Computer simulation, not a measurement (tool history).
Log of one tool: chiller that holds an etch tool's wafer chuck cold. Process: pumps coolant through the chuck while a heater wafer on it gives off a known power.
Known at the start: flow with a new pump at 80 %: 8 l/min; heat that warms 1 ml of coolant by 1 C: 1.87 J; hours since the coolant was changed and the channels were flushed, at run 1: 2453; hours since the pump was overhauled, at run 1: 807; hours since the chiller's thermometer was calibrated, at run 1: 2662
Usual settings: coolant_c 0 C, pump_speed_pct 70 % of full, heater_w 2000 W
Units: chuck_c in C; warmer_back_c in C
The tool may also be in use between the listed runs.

run	day	coolant_c	pump_speed_pct	heater_w	hours since the coolant was changed and the channels were flushed	hours since the pump was overhauled	hours since the chiller's thermometer was calibrated	chuck_c	warmer_back_c
1	0.000	0	70	2000	2453	807	2662	26.4	9.22
2	0.904	0	70	2000	2475	829	2684	26.4	9.29
3	1.658	0	70	2000	2493	847	2702	26.4	9.27
4	2.967	0	70	2000	2524	879	2733	26.7	9.23
5	4.217	-9	70	2000	2554	909	2763	17.5	9.26
6	4.946	-2	70	2000	2572	926	2781	24.3	9.32
7	6.000	0	70	1052	2597	951	2806	13.9	4.88
8	6.633	-6	70	1052	2612	967	2821	8.1	4.86
9	7.354	3	70	2462	2629	984	2838	35.5	11.44
10	8.517	-9	70	2000	2657	1012	2866	17.5	9.31
11	9.233	-9	70	2000	2674	1029	2883	17.4	9.30
12	10.471	0	63	1584	2704	1059	2913	22.9	8.26
13	11.242	-7	76	2000	2723	1077	2932	17.5	8.51
14	12.050	-2	76	1638	2742	1096	2951	18.0	6.97
15	12.725	7	75	1946	2758	1113	2967	31.2	8.32

Forecast each of these 5 alternatives for the next run:
A	14.146	7	66	2154	2792	1147	3001	?	?
B	14.146	2	66	1108	2792	1147	3001	?	?
C	14.146	-10	72	1231	2792	1147	3001	?	?
D	14.146	6	70	2000	2792	1147	3001	?	?
E	14.146	7	69	2695	2792	1147	3001	?	?

run	chuck_c	warmer_back_c
A	37.1	10.63
B	17.6	5.46
C	5.8	5.53
D	32.5	9.32
E	42.9	12.67
Without the tool's hidden state the same runs would have given:
run	chuck_c	warmer_back_c
A	37.1	10.62
B	17.6	5.46
C	5.8	5.53
D	32.5	9.32
E	42.8	12.67
